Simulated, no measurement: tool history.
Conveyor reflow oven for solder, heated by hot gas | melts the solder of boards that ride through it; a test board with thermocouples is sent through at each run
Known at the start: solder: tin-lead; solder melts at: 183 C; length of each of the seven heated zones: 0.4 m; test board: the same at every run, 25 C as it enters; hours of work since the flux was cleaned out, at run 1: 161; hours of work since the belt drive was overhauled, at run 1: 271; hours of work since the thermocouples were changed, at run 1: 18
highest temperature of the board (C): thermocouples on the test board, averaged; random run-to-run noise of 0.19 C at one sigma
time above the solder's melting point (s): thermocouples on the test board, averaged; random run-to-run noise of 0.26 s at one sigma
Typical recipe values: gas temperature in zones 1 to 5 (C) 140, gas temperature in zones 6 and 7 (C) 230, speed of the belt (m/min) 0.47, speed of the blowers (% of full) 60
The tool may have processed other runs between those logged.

run	hour	gas temperature in zones 1 to 5 (C)	gas temperature in zones 6 and 7 (C)	speed of the belt (m/min)	speed of the blowers (% of full)	hours of work since the flux was cleaned out	hours of work since the belt drive was overhauled	hours of work since the thermocouples were changed	highest temperature of the board (C)	time above the solder's melting point (s)
1	0	140	230	0.47	60	161	271	18	213.6	72.8
2	13.6	140	230	0.47	60	169	279	26	213.5	72.9
3	29.7	140	230	0.47	60	179	289	36	213	72.4
4	46.2	154	230	0.47	60	189	299	46	215.8	83.5
# hour 52.3: flux residue cleaned out of gas plates and filters
5	66.4	140	230	0.47	60	9	308	55	213.4	72.7
6	86	140	232	0.47	60	21	320	67	215	75
7	97.4	140	232	0.47	60	27	327	74	215.3	75.1
8	115.4	140	232	0.47	60	38	338	85	215.1	74.8
9	130.5	140	232	0.47	60	48	347	94	215.2	74.8
10	144.2	140	230	0.47	56	56	355	103	211.9	71.2
11	164.4	140	230	0.443	60	68	368	115	215	80.1
12	175.8	140	230	0.443	60	75	375	122	215.2	80.6
13	186	140	229	0.47	60	82	381	128	212.4	72
14	201.7	140	229	0.47	60	91	391	138	212.2	72
15	219.1	140	229	0.47	60	102	401	148	212.2	71.7
16	227.5	140	229	0.47	60	107	406	154	212.3	71.7
17	244.2	140	229	0.47	60	117	416	164	212.1	71.9
18	259.6	126	219	0.482	57	126	426	173	199.2	44.2
19	277.7	140	227	0.482	57	137	437	184	209	64.9
20	286	140	242	0.393	69	143	442	189	231.4	108.1
21	296.3	140	242	0.393	69	149	448	196	231.2	107.9
22	316	140	230	0.47	70	161	460	208	216.1	76.9
23	331	140	230	0.47	70	170	469	217	215.9	77
24	344.8	140	243	0.47	84	178	478	225	230.4	88.9
25	355.5	144	232	0.509	61	185	484	232	213.6	69.2
# hour 367.8: flux residue cleaned out of gas plates and filters
26	373.7	144	232	0.509	61	4	492	240	213.6	68.3
27	393.5	154	241	0.435	89	16	504	252	233.1	105
28	407.8	148	219	0.47	81	24	513	260	209.7	75.4
29	426.9	143	230	0.47	60	36	525	272	213.8	75
30	435.8	143	230	0.47	60	41	530	278	213.8	74.7
31	449.9	140	230	0.47	85	50	539	286	219.1	81

Alternative continuations, all from the tool just after run 31; predict every row:
A	469.1	140	235	0.529	71	62	551	298	?	?
B	469.1	125	230	0.47	56	62	551	298	?	?
C	469.1	140	226	0.553	80	62	551	298	?	?

run	highest temperature of the board (C)	time above the solder's melting point (s)
A	216.6	68.1
B	208.8	60
C	210	58.8
Stripped of hidden state, with their random variation kept, the same runs would have yielded:
run	highest temperature of the board (C)	time above the solder's melting point (s)
A	216.6	68.1
B	208.8	60
C	210.1	58.9
